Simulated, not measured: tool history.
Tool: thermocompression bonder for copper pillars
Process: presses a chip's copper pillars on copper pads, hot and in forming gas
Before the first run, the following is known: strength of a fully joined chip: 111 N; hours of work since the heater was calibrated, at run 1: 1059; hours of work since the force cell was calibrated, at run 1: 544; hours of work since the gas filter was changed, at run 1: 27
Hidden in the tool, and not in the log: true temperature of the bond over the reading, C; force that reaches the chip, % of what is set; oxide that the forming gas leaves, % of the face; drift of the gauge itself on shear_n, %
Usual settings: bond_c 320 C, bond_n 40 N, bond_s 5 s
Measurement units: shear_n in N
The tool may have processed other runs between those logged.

run,hour,bond_c,bond_n,bond_s,hours of work since the heater was calibrated,hours of work since the force cell was calibrated,hours of work since the gas filter was changed,shear_n
1,0,320,40,5,1059,544,27,38.9
2,23.2,320,40,5,1077,561,44,38.7
3,47.7,320,40,14,1095,580,63,57
4,84.7,320,40,14,1123,608,91,57.3
5,132.7,320,40,14,1159,644,127,57
6,165.3,320,40,14,1184,668,151,56.8
7,206,320,40,5,1214,699,182,38.2
8,228.4,332,40,5,1231,716,199,43.6
9,256.3,332,40,5,1252,737,220,43.1
10,283.5,320,40,3,1272,757,240,31.3
11,325.5,320,40,3,1304,789,272,31.5
12,352.3,320,40,5,1324,809,292,39.1
13,382.6,320,40,5,1347,832,315,39.2
14,414,320,40,11,1371,855,338,52.1
15,440.4,320,38,5,1390,875,358,36.4
16,467,320,38,5,1410,895,378,37
17,490.7,320,38,5,1428,913,396,37.5
18,519.3,320,38,5,1450,934,417,36.9
19,563,320,38,5,1483,967,450,36.8
# hour 576.8: heater calibrated with a thermocouple chip
20,609.2,320,40,5,24,1000,483,39
# hour 626.6: force cell calibrated
# hour 630.9: forming gas filter changed
21,643.7,306,46,3,49,12,10,32.3
22,682.5,305,46,5,78,42,39,39.7
23,709.6,320,33,6,98,62,59,33.9
24,747.5,308,25,13,127,90,88,30.5
25,773.2,307,43,9,146,110,107,47.6
26,817.5,325,49,5,179,143,140,50.2
27,863.9,332,49,13,214,178,175,72.2
28,898.1,332,49,13,240,204,201,71.9
29,944.5,332,49,4,275,239,236,49.2

Run 30 has not been measured yet. What should we expect?
30,990.4,332,49,4,309,273,270,?

Logged for run 30: shear_n 48.9 N.
The same run, on a tool lacking any hidden state, would have yielded shear_n 49 N.
